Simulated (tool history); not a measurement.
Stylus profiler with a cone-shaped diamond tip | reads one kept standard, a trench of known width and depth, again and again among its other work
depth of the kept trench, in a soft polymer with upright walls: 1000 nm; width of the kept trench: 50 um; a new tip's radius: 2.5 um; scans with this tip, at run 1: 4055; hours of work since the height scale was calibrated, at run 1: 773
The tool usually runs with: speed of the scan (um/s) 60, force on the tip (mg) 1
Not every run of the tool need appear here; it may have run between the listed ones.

run,hour,speed of the scan (um/s),force on the tip (mg),scans with this tip,hours of work since the height scale was calibrated,depth of the trench (Å),width of the trench's floor (µm)
1,0,60,1,4055,773,10090.1,45.74
2,14.6,16,1,4103,782,10088.9,45.93
3,46.2,16,1,4209,803,10094,45.94
4,72.1,16,1,4296,819,10088.5,45.98
5,104.2,16,1,4403,840,10090.4,45.89
6,118.8,16,1,4452,849,10090.7,45.94
7,153.4,34,1.47,4567,871,10123.8,45.91
8,187.9,34,1.47,4683,893,10122.3,45.83
9,223,34,2.73,4800,915,10182.3,45.89
10,239.8,34,2.73,4856,926,10184.9,45.91
11,261.9,190,0.69,4930,940,10069.5,45.19
12,280.3,237,2.92,4991,952,10191.7,45.51

Alternative continuations, all from the tool just after run 12; predict every row:
A,306.7,137,0.55,5080,969,?,?
B,306.7,127,1,5080,969,?,?
C,306.7,39,1.52,5080,969,?,?

run,depth of the trench (Å),width of the trench's floor (µm)
A,10064.4,45.39
B,10097.4,45.56
C,10127.2,45.93
Without the tool's hidden state the same runs would have given:
run,depth of the trench (Å),width of the trench's floor (µm)
A,10064.2,45.4
B,10097.2,45.57
C,10127.1,45.93

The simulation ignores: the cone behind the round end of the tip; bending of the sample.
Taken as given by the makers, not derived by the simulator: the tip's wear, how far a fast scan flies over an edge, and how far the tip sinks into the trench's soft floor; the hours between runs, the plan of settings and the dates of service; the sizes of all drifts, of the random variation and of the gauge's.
